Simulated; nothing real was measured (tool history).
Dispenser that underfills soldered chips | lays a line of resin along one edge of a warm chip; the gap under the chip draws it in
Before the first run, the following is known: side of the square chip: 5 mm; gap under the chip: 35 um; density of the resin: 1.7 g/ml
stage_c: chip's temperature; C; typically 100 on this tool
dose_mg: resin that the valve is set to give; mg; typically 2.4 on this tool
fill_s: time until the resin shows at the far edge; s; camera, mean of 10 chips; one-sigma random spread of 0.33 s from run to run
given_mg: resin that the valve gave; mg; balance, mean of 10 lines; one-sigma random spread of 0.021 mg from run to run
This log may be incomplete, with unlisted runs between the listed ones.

Run 1, hour 0: usual settings. Result: fill_s 14.2 s, given_mg 2.24 mg.
Run 2, hour 7.6: usual settings. Result: fill_s 18.9 s, given_mg 2.4 mg.
Run 3, hour 11.1: usual settings. Result: fill_s 22.5 s, given_mg 2.4 mg.
Run 4, hour 19.8: usual settings. Result: fill_s 17.2 s, given_mg 2.4 mg.
Run 5, hour 25.2: usual settings. Result: fill_s 21.7 s, given_mg 2.42 mg.
Run 6, hour 33.4: usual settings. Result: fill_s 16.3 s, given_mg 2.36 mg.
Run 7, hour 41.4: usual settings. Result: fill_s 25.3 s, given_mg 2.39 mg.
Run 8, hour 49.4: usual settings. Result: fill_s 18.9 s, given_mg 2.39 mg.
Run 9, hour 53.4: usual settings. Result: fill_s 22.3 s, given_mg 2.36 mg.
Run 10, hour 57.9: usual settings. Result: fill_s 14.7 s, given_mg 2.36 mg.
Run 11, hour 66.1: usual settings. Result: fill_s 21.4 s, given_mg 2.36 mg.
Run 12, hour 73.8: usual settings. Result: fill_s 15.7 s, given_mg 2.38 mg.
Run 13, hour 82.3: usual settings. Result: fill_s 22.5 s, given_mg 2.35 mg.
Run 14, hour 87.2: usual settings. Result: fill_s 15.1 s, given_mg 2.4 mg.
Run 15, hour 91.2: usual settings but dose_mg 3 mg. Result: fill_s 18.1 s, given_mg 2.94 mg.
Run 16, hour 97.9: usual settings but dose_mg 3 mg. Result: fill_s 23.8 s, given_mg 2.95 mg.
Run 17, hour 105.9: usual settings but dose_mg 2.96 mg. Result: fill_s 19 s, given_mg 2.89 mg.
Run 18, hour 110.2: usual settings but stage_c 103 C. Result: fill_s 20.3 s, given_mg 2.38 mg.
Run 19, hour 118.4: usual settings but stage_c 103 C. Result: fill_s 16.3 s, given_mg 2.33 mg.
Run 20, hour 123.4: usual settings but stage_c 112 C. Result: fill_s 14.6 s, given_mg 2.35 mg.
Run 21, hour 132.2: usual settings but stage_c 87 C, dose_mg 2.36 mg. Result: fill_s 29.1 s, given_mg 2.31 mg.
Run 22, hour 137.6: usual settings but stage_c 87 C, dose_mg 2.36 mg. Result: fill_s 37.4 s, given_mg 2.3 mg.
Run 23, hour 146: usual settings but stage_c 97 C, dose_mg 2.59 mg. Result: fill_s 20.3 s, given_mg 2.49 mg.
Run 24, hour 154.3: usual settings but stage_c 109 C, dose_mg 2.22 mg. Result: fill_s 10.6 s, given_mg 2.13 mg.
Run 25, hour 161.5: usual settings. Result: fill_s 19.8 s, given_mg 2.33 mg.
Run 26, hour 166.5: usual settings but stage_c 91 C. Result: fill_s 32.5 s, given_mg 2.33 mg.
Run 27, hour 174.4: usual settings but stage_c 99 C, dose_mg 2.19 mg. Result: fill_s 19.3 s, given_mg 2.12 mg.
Run 28, hour 181.2: usual settings but stage_c 99 C, dose_mg 2.19 mg. Result: fill_s 25.8 s, given_mg 2.08 mg.
Run 29, hour 188.5: usual settings but stage_c 92 C, dose_mg 2.21 mg. Result: fill_s 25.6 s, given_mg 2.12 mg.
Run 30, hour 195.9: usual settings but stage_c 94 C, dose_mg 2.37 mg. Result: fill_s 17.1 s, given_mg 2.26 mg.
Run 31, hour 201.7: usual settings but stage_c 94 C, dose_mg 2.37 mg. Result: fill_s 23.1 s, given_mg 2.27 mg.
Run 32, hour 206.4: usual settings but stage_c 94 C, dose_mg 2.37 mg. Result: fill_s 28.4 s, given_mg 2.25 mg.
Run 33, hour 212: usual settings but stage_c 87 C, dose_mg 2.55 mg. Result: fill_s 25.9 s, given_mg 2.44 mg.
Run 34, hour 217: usual settings but stage_c 87 C, dose_mg 2.55 mg. Result: fill_s 31.1 s, given_mg 2.42 mg.
Run 35, hour 222.1: usual settings but stage_c 93 C, dose_mg 2.08 mg. Result: fill_s 32.1 s, given_mg 1.96 mg.
Run 36, hour 230.4: usual settings but stage_c 109 C. Result: fill_s 13.1 s, given_mg 2.4 mg.
Run 37, hour 237.9: usual settings but stage_c 109 C. Result: fill_s 17.6 s, given_mg 2.4 mg.

Missing from the log above: 18 entries noted between runs. For each, name the pair of listed runs it sits between and say how the tool's hidden condition differs from the listed run just before to the listed run just after:
After run 1, before run 2: dispensing valve cleaned and set on the balance (hour 5.3)
  resin's viscosity, % of fresh resin's: 101.5 -> 136.1; dose that the valve gives, % of what is set: 94.22 -> 100.27; true chip temperature over the reading, C: 0.47 -> 0.48
  what was measured, less what the result would be without the hidden state, fill_s: +0 -> +4.7 s; given_mg: -0.14 -> +0 mg
After run 3, before run 4: new syringe of resin (hour 14.9)
  resin's viscosity, % of fresh resin's: 159.2 -> 122.9; dose that the valve gives, % of what is set: 100.18 -> 99.97; true chip temperature over the reading, C: 0.49 -> 0.5
  what was measured, less what the result would be without the hidden state, fill_s: +8 -> +3 s; given_mg: +0.01 -> +0 mg
After run 5, before run 6: new syringe of resin (hour 29)
  resin's viscosity, % of fresh resin's: 156.4 -> 121.3; dose that the valve gives, % of what is set: 99.83 -> 99.63; true chip temperature over the reading, C: 0.51 -> 0.52
  what was measured, less what the result would be without the hidden state, fill_s: +7.6 -> +2.7 s; given_mg: -0.01 -> -0.01 mg
After run 7, before run 8: new syringe of resin (hour 42.9)
  resin's viscosity, % of fresh resin's: 173.8 -> 135.2; dose that the valve gives, % of what is set: 99.43 -> 99.23; true chip temperature over the reading, C: 0.53 -> 0.54
  what was measured, less what the result would be without the hidden state, fill_s: +10.2 -> +4.6 s; given_mg: -0.01 -> -0.02 mg
After run 9, before run 10: new syringe of resin (hour 56.9)
  resin's viscosity, % of fresh resin's: 161.2 -> 104.2; dose that the valve gives, % of what is set: 99.13 -> 99.02; true chip temperature over the reading, C: 0.55 -> 0.56
  what was measured, less what the result would be without the hidden state, fill_s: +8.2 -> +0.3 s; given_mg: -0.03 -> -0.03 mg
After run 11, before run 12: new syringe of resin (hour 71)
  resin's viscosity, % of fresh resin's: 150.2 -> 113.1; dose that the valve gives, % of what is set: 98.79 -> 98.59; true chip temperature over the reading, C: 0.57 -> 0.58
  what was measured, less what the result would be without the hidden state, fill_s: +6.8 -> +1.6 s; given_mg: -0.03 -> -0.03 mg
After run 13, before run 14: new syringe of resin (hour 84.8)
  resin's viscosity, % of fresh resin's: 165.3 -> 108.9; dose that the valve gives, % of what is set: 98.37 -> 98.26; true chip temperature over the reading, C: 0.59 -> 0.6
  what was measured, less what the result would be without the hidden state, fill_s: +8.7 -> +1 s; given_mg: -0.04 -> -0.04 mg
After run 16, before run 17: new syringe of resin (hour 98.8)
  resin's viscosity, % of fresh resin's: 175.5 -> 134.8; dose that the valve gives, % of what is set: 97.99 -> 97.79; true chip temperature over the reading, C: 0.62 -> 0.63
  what was measured, less what the result would be without the hidden state, fill_s: +10 -> +4.5 s; given_mg: -0.06 -> -0.06 mg
After run 18, before run 19: new syringe of resin (hour 113)
  resin's viscosity, % of fresh resin's: 163.2 -> 127.4; dose that the valve gives, % of what is set: 97.67 -> 97.46; true chip temperature over the reading, C: 0.63 -> 0.64
  what was measured, less what the result would be without the hidden state, fill_s: +7.8 -> +3.2 s; given_mg: -0.05 -> -0.06 mg
After run 20, before run 21: new syringe of resin (hour 126.8)
  resin's viscosity, % of fresh resin's: 159.2 -> 127.1; dose that the valve gives, % of what is set: 97.33 -> 97.08; true chip temperature over the reading, C: 0.65 -> 0.66
  what was measured, less what the result would be without the hidden state, fill_s: +5.2 -> +5.8 s; given_mg: -0.06 -> -0.06 mg
After run 22, before run 23: new syringe of resin (hour 140.7)
  resin's viscosity, % of fresh resin's: 162.1 -> 127.8; dose that the valve gives, % of what is set: 96.93 -> 96.72; true chip temperature over the reading, C: 0.67 -> 0.68
  what was measured, less what the result would be without the hidden state, fill_s: +13.8 -> +4 s; given_mg: -0.07 -> -0.08 mg
After run 23, before run 24: new syringe of resin (hour 154.3)
  resin's viscosity, % of fresh resin's: 127.8 -> 99.7; dose that the valve gives, % of what is set: 96.72 -> 96.51; true chip temperature over the reading, C: 0.68 -> 0.7
  what was measured, less what the result would be without the hidden state, fill_s: +4 -> -0.2 s; given_mg: -0.08 -> -0.08 mg
After run 26, before run 27: new syringe of resin (hour 168.2)
  resin's viscosity, % of fresh resin's: 171.4 -> 132.2; dose that the valve gives, % of what is set: 96.19 -> 95.99; true chip temperature over the reading, C: 0.72 -> 0.73
  what was measured, less what the result would be without the hidden state, fill_s: +13.3 -> +4.5 s; given_mg: -0.09 -> -0.08 mg
After run 28, before run 29: new syringe of resin (hour 182)
  resin's viscosity, % of fresh resin's: 178.7 -> 132.5; dose that the valve gives, % of what is set: 95.81 -> 95.63; true chip temperature over the reading, C: 0.74 -> 0.75
  what was measured, less what the result would be without the hidden state, fill_s: +11.1 -> +5.8 s; given_mg: -0.09 -> -0.09 mg
After run 29, before run 30: new syringe of resin (hour 195.8)
  resin's viscosity, % of fresh resin's: 132.5 -> 99.7; dose that the valve gives, % of what is set: 95.63 -> 95.45; true chip temperature over the reading, C: 0.75 -> 0.76
  what was measured, less what the result would be without the hidden state, fill_s: +5.8 -> -0.5 s; given_mg: -0.09 -> -0.11 mg
After run 32, before run 33: new syringe of resin (hour 210)
  resin's viscosity, % of fresh resin's: 159.6 -> 109.2; dose that the valve gives, % of what is set: 95.16 -> 95.02; true chip temperature over the reading, C: 0.77 -> 0.78
  what was measured, less what the result would be without the hidden state, fill_s: +10 -> +1.5 s; given_mg: -0.12 -> -0.12 mg
After run 35, before run 36: dispensing valve cleaned and set on the balance (hour 224.3); new syringe of resin (hour 225.1)
  resin's viscosity, % of fresh resin's: 170.9 -> 128.8; dose that the valve gives, % of what is set: 94.76 -> 99.86; true chip temperature over the reading, C: 0.8 -> 0.81
  what was measured, less what the result would be without the hidden state, fill_s: +13 -> +2.6 s; given_mg: -0.1 -> +0 mg
